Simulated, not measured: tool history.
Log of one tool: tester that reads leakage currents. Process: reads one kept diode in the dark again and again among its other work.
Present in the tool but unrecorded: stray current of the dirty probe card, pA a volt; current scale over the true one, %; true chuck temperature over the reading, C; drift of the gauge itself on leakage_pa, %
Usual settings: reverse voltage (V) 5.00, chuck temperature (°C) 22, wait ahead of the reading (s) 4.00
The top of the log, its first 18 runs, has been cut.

| run | day | reverse voltage (V) | chuck temperature (°C) | wait ahead of the reading (s) | hours of work since the probe card was cleaned | hours of work since the tester was calibrated | hours of work since the chuck was calibrated | current that the tester gives (pA) |
|---|---|---|---|---|---|---|---|---|
| 19 | 62.512 | 5.00 | 22 | 4.00 | 3598 | 1547 | 985 | 111.32 |
| 20 | 67.746 | 5.00 | 22 | 4.00 | 3674 | 1622 | 1061 | 111.56 |
| 21 | 71.071 | 1.34 | 31 | 2.67 | 3722 | 1671 | 1109 | 141.97 |
| 22 | 73.729 | 1.34 | 31 | 2.67 | 3760 | 1709 | 1148 | 142.67 |
| 23 | 75.983 | 11.40 | 22 | 1.07 | 3793 | 1742 | 1180 | 157.05 |
| 24 | 81.067 | 5.00 | 56 | 0.34 | 3866 | 1815 | 1254 | 1298.24 |
|  | 82.900 | chuck's temperature calibrated |
|  | 83.471 | probe card cleaned and baked |
| 25 | 86.071 | 2.05 | 33 | 0.75 | 38 | 1885 | 44 | 182.32 |
| 26 | 89.233 | 7.47 | 33 | 0.75 | 83 | 1930 | 90 | 288.76 |
| 27 | 93.604 | 1.04 | 31 | 4.00 | 147 | 1994 | 153 | 124.40 |
| 28 | 98.383 | 1.04 | 45 | 1.19 | 216 | 2063 | 222 | 349.74 |
| 29 | 102.112 | 4.03 | 50 | 4.00 | 270 | 2117 | 276 | 772.96 |
|  | 104.379 | probe card cleaned and baked, once more |
| 30 | 106.767 | 4.03 | 50 | 4.00 | 35 | 2182 | 342 | 765.08 |
| 31 | 111.867 | 4.03 | 50 | 4.00 | 108 | 2256 | 416 | 766.91 |
| 32 | 114.050 | 13.80 | 22 | 4.00 | 140 | 2288 | 447 | 140.71 |
| 33 | 119.204 | 5.00 | 21 | 1.40 | 215 | 2362 | 522 | 93.61 |
| 34 | 122.942 | 9.38 | 22 | 1.08 | 269 | 2417 | 576 | 126.32 |
| 35 | 125.542 | 9.38 | 22 | 1.08 | 306 | 2454 | 614 | 127.44 |
| 36 | 128.625 | 3.83 | 52 | 6.25 | 351 | 2499 | 658 | 875.75 |
| 37 | 131.996 | 1.82 | 39 | 7.18 | 400 | 2548 | 707 | 277.31 |
| 38 | 134.833 | 6.22 | 39 | 9.38 | 441 | 2589 | 748 | 410.14 |
| 39 | 138.096 | 6.22 | 39 | 9.38 | 488 | 2636 | 795 | 411.40 |
| 40 | 142.312 | 6.22 | 26 | 0.63 | 549 | 2697 | 856 | 154.97 |

Each row is a separate what-if for the run after 40, all from the same tool condition, not one after another. Results?
| A | 146.367 | 6.22 | 50 | 4.11 | 608 | 2756 | 915 | ? |
| B | 146.367 | 5.00 | 22 | 0.39 | 608 | 2756 | 915 | ? |
| C | 146.367 | 5.98 | 22 | 0.63 | 608 | 2756 | 915 | ? |
| D | 146.367 | 4.17 | 20 | 3.03 | 608 | 2756 | 915 | ? |

| run | current that the tester gives (pA) |
|---|---|
| A | 907.23 |
| B | 107.48 |
| C | 113.03 |
| D | 83.29 |
Without the tool's unlogged condition, the same runs would have read:
| run | current that the tester gives (pA) |
|---|---|
| A | 872.80 |
| B | 101.79 |
| C | 106.84 |
| D | 78.64 |
